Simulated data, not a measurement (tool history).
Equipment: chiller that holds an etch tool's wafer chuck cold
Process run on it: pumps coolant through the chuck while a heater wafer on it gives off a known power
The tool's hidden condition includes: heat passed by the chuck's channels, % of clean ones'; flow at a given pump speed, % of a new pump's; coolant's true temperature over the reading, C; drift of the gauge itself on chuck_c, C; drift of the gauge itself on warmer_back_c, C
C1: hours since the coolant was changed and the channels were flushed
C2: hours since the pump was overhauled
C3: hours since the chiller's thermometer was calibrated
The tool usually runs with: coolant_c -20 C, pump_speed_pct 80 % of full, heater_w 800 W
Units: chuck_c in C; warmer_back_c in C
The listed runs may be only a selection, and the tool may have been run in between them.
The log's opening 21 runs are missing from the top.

run 22 hour=3220 | coolant_c=-11 pump_speed_pct=61 heater_w=800 | C1=4014 C2=519 C3=4442 | chuck_c=-2.75 warmer_back_c=3.84
run 23 hour=3312.4 | coolant_c=-11 pump_speed_pct=61 heater_w=800 | C1=4106 C2=611 C3=4535 | chuck_c=-2.82 warmer_back_c=3.81
run 24 hour=3409.1 | coolant_c=-16 pump_speed_pct=80 heater_w=674 | C1=4203 C2=708 C3=4631 | chuck_c=-10.33 warmer_back_c=2.4
run 25 hour=3568.7 | coolant_c=-16 pump_speed_pct=80 heater_w=674 | C1=4363 C2=867 C3=4791 | chuck_c=-10.34 warmer_back_c=2.43
run 26 hour=3768.5 | coolant_c=-21 pump_speed_pct=80 heater_w=570 | C1=4563 C2=1067 C3=4991 | chuck_c=-16.33 warmer_back_c=2.09
run 27 hour=3866.5 | coolant_c=-21 pump_speed_pct=80 heater_w=570 | C1=4660 C2=1165 C3=5089 | chuck_c=-16.31 warmer_back_c=2.04
run 28 hour=4014 | coolant_c=-20 pump_speed_pct=87 heater_w=800 | C1=4808 C2=1313 C3=5236 | chuck_c=-13.67 warmer_back_c=2.67
-- hour=4056 chiller's thermometer calibrated
run 29 hour=4202.7 | coolant_c=-20 pump_speed_pct=69 heater_w=463 | C1=4996 C2=1500 C3=147 | chuck_c=-15.26 warmer_back_c=1.97
run 30 hour=4380.6 | coolant_c=-20 pump_speed_pct=62 heater_w=523 | C1=5174 C2=1678 C3=325 | chuck_c=-14.29 warmer_back_c=2.47
run 31 hour=4513.9 | coolant_c=-14 pump_speed_pct=80 heater_w=511 | C1=5307 C2=1812 C3=458 | chuck_c=-9.25 warmer_back_c=1.86

Predict each of these 4 candidate next runs independently; none follows another, all start after run 31:
run A hour=4617.1 | coolant_c=-20 pump_speed_pct=80 heater_w=809 | C1=5410 C2=1915 C3=561 | chuck_c=? warmer_back_c=?
run B hour=4617.1 | coolant_c=-21 pump_speed_pct=70 heater_w=450 | C1=5410 C2=1915 C3=561 | chuck_c=? warmer_back_c=?
run C hour=4617.1 | coolant_c=-18 pump_speed_pct=74 heater_w=800 | C1=5410 C2=1915 C3=561 | chuck_c=? warmer_back_c=?
run D hour=4617.1 | coolant_c=-20 pump_speed_pct=85 heater_w=800 | C1=5410 C2=1915 C3=561 | chuck_c=? warmer_back_c=?

run=A chuck_c=-12.82 warmer_back_c=2.93
run=B chuck_c=-16.5 warmer_back_c=1.92
run=C chuck_c=-10.37 warmer_back_c=3.16
run=D chuck_c=-13 warmer_back_c=2.74
Without the tool's hidden state the same runs would have given:
run=A chuck_c=-13.37 warmer_back_c=2.88
run=B chuck_c=-16.87 warmer_back_c=1.88
run=C chuck_c=-10.94 warmer_back_c=3.1
run=D chuck_c=-13.53 warmer_back_c=2.69

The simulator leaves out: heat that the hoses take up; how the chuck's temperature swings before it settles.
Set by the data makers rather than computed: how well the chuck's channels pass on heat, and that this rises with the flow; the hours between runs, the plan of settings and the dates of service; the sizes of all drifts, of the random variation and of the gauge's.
